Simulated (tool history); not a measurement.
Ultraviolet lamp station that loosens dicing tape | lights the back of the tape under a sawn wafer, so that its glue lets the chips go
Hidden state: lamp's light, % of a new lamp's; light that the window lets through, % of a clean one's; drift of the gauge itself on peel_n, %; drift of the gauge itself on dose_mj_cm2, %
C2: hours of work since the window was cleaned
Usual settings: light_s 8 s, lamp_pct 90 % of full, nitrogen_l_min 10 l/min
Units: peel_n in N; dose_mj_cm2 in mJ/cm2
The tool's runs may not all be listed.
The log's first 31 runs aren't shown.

run 32 hour=441.0 | light_s=6 lamp_pct=97 nitrogen_l_min=8 | hours_of_work_of_the_lamp=715 C2=668 | peel_n=0.602 dose_mj_cm2=246
run 33 hour=451.2 | light_s=6 lamp_pct=97 nitrogen_l_min=8 | hours_of_work_of_the_lamp=723 C2=675 | peel_n=0.571 dose_mj_cm2=243
-- hour=459.9 window cleaned of glue's vapour
run 34 hour=460.4 | light_s=6 lamp_pct=97 nitrogen_l_min=8 | hours_of_work_of_the_lamp=730 C2=0 | peel_n=0.603 dose_mj_cm2=243
run 35 hour=478.7 | light_s=8 lamp_pct=67 nitrogen_l_min=10 | hours_of_work_of_the_lamp=744 C2=14 | peel_n=0.631 dose_mj_cm2=227
run 36 hour=491.9 | light_s=12 lamp_pct=90 nitrogen_l_min=6 | hours_of_work_of_the_lamp=754 C2=24 | peel_n=0.210 dose_mj_cm2=451
run 37 hour=501.2 | light_s=8 lamp_pct=80 nitrogen_l_min=10 | hours_of_work_of_the_lamp=761 C2=32 | peel_n=0.429 dose_mj_cm2=270
run 38 hour=513.7 | light_s=8 lamp_pct=99 nitrogen_l_min=6 | hours_of_work_of_the_lamp=771 C2=41 | peel_n=0.375 dose_mj_cm2=331
run 39 hour=526.0 | light_s=14 lamp_pct=99 nitrogen_l_min=6 | hours_of_work_of_the_lamp=780 C2=51 | peel_n=0.170 dose_mj_cm2=579
run 40 hour=541.7 | light_s=14 lamp_pct=99 nitrogen_l_min=6 | hours_of_work_of_the_lamp=792 C2=63 | peel_n=0.161 dose_mj_cm2=585
run 41 hour=557.7 | light_s=11 lamp_pct=97 nitrogen_l_min=13 | hours_of_work_of_the_lamp=804 C2=75 | peel_n=0.161 dose_mj_cm2=449
run 42 hour=567.6 | light_s=11 lamp_pct=97 nitrogen_l_min=13 | hours_of_work_of_the_lamp=812 C2=83 | peel_n=0.158 dose_mj_cm2=455

4 ways to go on from here, each from the tool as it stands after run 42. What would each give?
run A hour=585.9 | light_s=5 lamp_pct=61 nitrogen_l_min=10 | hours_of_work_of_the_lamp=826 C2=97 | peel_n=? dose_mj_cm2=?
run B hour=585.9 | light_s=7 lamp_pct=97 nitrogen_l_min=13 | hours_of_work_of_the_lamp=826 C2=97 | peel_n=? dose_mj_cm2=?
run C hour=585.9 | light_s=8 lamp_pct=82 nitrogen_l_min=10 | hours_of_work_of_the_lamp=826 C2=97 | peel_n=? dose_mj_cm2=?
run D hour=585.9 | light_s=11 lamp_pct=98 nitrogen_l_min=13 | hours_of_work_of_the_lamp=826 C2=97 | peel_n=? dose_mj_cm2=?

run=A peel_n=1.647 dose_mj_cm2=129
run=B peel_n=0.327 dose_mj_cm2=288
run=C peel_n=0.405 dose_mj_cm2=276
run=D peel_n=0.151 dose_mj_cm2=449
Without the tool's hidden state the same runs would have given:
run=A peel_n=1.645 dose_mj_cm2=129
run=B peel_n=0.327 dose_mj_cm2=288
run=C peel_n=0.404 dose_mj_cm2=276
run=D peel_n=0.151 dose_mj_cm2=449

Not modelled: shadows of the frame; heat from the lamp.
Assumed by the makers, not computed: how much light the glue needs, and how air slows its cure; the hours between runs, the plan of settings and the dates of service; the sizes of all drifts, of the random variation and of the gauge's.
